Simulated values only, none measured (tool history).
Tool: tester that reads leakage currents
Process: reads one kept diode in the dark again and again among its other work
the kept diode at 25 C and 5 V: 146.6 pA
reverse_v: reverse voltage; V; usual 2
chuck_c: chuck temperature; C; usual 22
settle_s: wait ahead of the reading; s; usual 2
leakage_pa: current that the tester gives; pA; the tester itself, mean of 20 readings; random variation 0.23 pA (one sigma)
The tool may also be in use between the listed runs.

Run 1, day 0: usual settings. Result: leakage_pa 62.97 pA.
Run 2, day 1.233: usual settings. Result: leakage_pa 62.71 pA.
At day 2.212: chuck's temperature calibrated.
Run 3, day 3.396: usual settings but reverse_v 7.36 V. Result: leakage_pa 138.11 pA.
Run 4, day 4.483: usual settings. Result: leakage_pa 73.16 pA.
Run 5, day 6.642: usual settings. Result: leakage_pa 72.96 pA.
Run 6, day 8.354: usual settings. Result: leakage_pa 72.64 pA.
Run 7, day 9.421: usual settings. Result: leakage_pa 72.55 pA.
Run 8, day 11.325: usual settings. Result: leakage_pa 72.54 pA.
Run 9, day 13.279: usual settings. Result: leakage_pa 72.18 pA.
Run 10, day 15.196: usual settings. Result: leakage_pa 71.7 pA.
Run 11, day 16.883: usual settings. Result: leakage_pa 71.81 pA.
Run 12, day 19.021: usual settings. Result: leakage_pa 71.47 pA.
Run 13, day 21.029: usual settings. Result: leakage_pa 71.36 pA.
Run 14, day 22.242: usual settings but reverse_v 15.57 V. Result: leakage_pa 193.97 pA.
Run 15, day 24.575: usual settings but reverse_v 2.34 V, chuck_c 52 C, settle_s 3.05 s. Result: leakage_pa 668.83 pA.
Run 16, day 26.442: usual settings but reverse_v 1.8 V. Result: leakage_pa 67.2 pA.
Run 17, day 28.588: usual settings but reverse_v 1.8 V. Result: leakage_pa 66.78 pA.
Run 18, day 30.879: usual settings but reverse_v 2.75 V, chuck_c 38 C. Result: leakage_pa 273.51 pA.

5 ways to go on from here, each from the tool as it stands after run 18. What would each give?
Run A, day 32.671: usual settings but reverse_v 2.11 V, chuck_c 38 C. Result: leakage_pa ?.
Run B, day 32.671: usual settings but reverse_v 1.18 V, settle_s 2.5 s. Result: leakage_pa ?.
Run C, day 32.671: usual settings but reverse_v 2.75 V, chuck_c 33 C. Result: leakage_pa ?.
Run D, day 32.671: usual settings but reverse_v 1.64 V, chuck_c 27 C, settle_s 2.72 s. Result: leakage_pa ?.
Run E, day 32.671: usual settings but chuck_c 49 C. Result: leakage_pa ?.

run  leakage_pa
  A      240.05
  B       54.18
  C      189.56
  D        93.8
  E      498.08
Without the tool's hidden state the same runs would have given:
run  leakage_pa
  A      256.12
  B       57.95
  C      202.33
  D      100.24
  E      530.38

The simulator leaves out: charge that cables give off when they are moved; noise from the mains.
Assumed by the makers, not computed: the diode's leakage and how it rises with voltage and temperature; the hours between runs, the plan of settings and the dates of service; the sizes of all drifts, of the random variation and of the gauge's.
